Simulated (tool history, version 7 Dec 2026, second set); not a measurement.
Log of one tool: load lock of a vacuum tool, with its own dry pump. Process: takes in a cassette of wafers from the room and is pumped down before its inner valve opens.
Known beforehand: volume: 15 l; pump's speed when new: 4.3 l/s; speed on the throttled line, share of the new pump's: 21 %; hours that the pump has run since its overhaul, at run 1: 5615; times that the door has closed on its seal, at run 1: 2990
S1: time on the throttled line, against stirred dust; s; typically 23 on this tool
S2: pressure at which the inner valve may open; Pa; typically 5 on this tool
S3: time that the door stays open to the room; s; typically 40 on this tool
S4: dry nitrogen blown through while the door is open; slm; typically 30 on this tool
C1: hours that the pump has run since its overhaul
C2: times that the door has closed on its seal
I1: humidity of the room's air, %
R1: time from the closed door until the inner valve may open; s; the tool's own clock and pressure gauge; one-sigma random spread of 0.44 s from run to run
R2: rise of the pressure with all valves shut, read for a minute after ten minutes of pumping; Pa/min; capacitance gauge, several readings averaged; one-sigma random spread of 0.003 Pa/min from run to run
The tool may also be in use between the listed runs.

Run 1, day 0.000: usual settings; C1 5615; C2 2990; I1 47.3. Result: R1 54.7 s, R2 0.079 Pa/min.
Run 2, day 4.629: usual settings but S4 28 slm; C1 5726; C2 3117; I1 46.6. Result: R1 55.3 s, R2 0.081 Pa/min.
Run 3, day 9.000: usual settings but S4 28 slm; C1 5831; C2 3238; I1 46.1. Result: R1 55.2 s, R2 0.083 Pa/min.
Run 4, day 12.571: usual settings but S4 28 slm; C1 5917; C2 3336; I1 44.7. Result: R1 54.9 s, R2 0.080 Pa/min.
Run 5, day 17.221: usual settings but S1 20 s, S4 28 slm; C1 6028; C2 3464; I1 46.2. Result: R1 52.6 s, R2 0.084 Pa/min.
Run 6, day 19.621: usual settings but S1 20 s, S4 28 slm; C1 6086; C2 3530; I1 46.9. Result: R1 53.5 s, R2 0.090 Pa/min.
Run 7, day 22.783: usual settings but S1 20 s, S4 28 slm; C1 6162; C2 3617; I1 42.6. Result: R1 52.6 s, R2 0.085 Pa/min.
Run 8, day 27.217: usual settings; C1 6268; C2 3738; I1 44.1. Result: R1 55.9 s, R2 0.090 Pa/min.
Run 9, day 32.042: usual settings; C1 6384; C2 3871; I1 46.2. Result: R1 55.3 s, R2 0.090 Pa/min.
Run 10, day 34.392: usual settings but S2 7 Pa; C1 6440; C2 3936; I1 45.2. Result: R1 53.9 s, R2 0.087 Pa/min.
Run 11, day 37.279: usual settings but S2 7 Pa, S4 14 slm; C1 6510; C2 4015; I1 46.0. Result: R1 54.1 s, R2 0.101 Pa/min.
Run 12, day 40.362: usual settings but S2 7 Pa, S4 14 slm; C1 6584; C2 4100; I1 48.2. Result: R1 54.6 s, R2 0.107 Pa/min.
Run 13, day 43.529: usual settings but S2 7 Pa, S4 14 slm; C1 6660; C2 4187; I1 45.8. Result: R1 53.9 s, R2 0.103 Pa/min.
Run 14, day 47.283: usual settings but S2 7 Pa, S3 39 s, S4 23 slm; C1 6750; C2 4290; I1 46.5. Result: R1 53.4 s, R2 0.092 Pa/min.
Run 15, day 50.342: usual settings but S1 13 s, S2 6 Pa; C1 6823; C2 4374; I1 46.4. Result: R1 47.8 s, R2 0.094 Pa/min.
Run 16, day 52.688: usual settings but S1 37 s, S2 8 Pa, S3 233 s, S4 6 slm; C1 6880; C2 4439; I1 46.6. Result: R1 64.8 s, R2 0.300 Pa/min.

Estimate the outcome of run 17 from the log above:
Run 17, day 57.117: usual settings but S1 37 s, S2 8 Pa, S3 233 s, S4 6 slm; C1 6986; C2 4560; I1 43.1. Result: R1 ?, R2 ?.

R1: 65.0 s
R2: 0.286 Pa/min
Take away the tool's hidden state, keep the run-to-run variation as it was, and the same run would have given R1 62.9 s, R2 0.247 Pa/min.
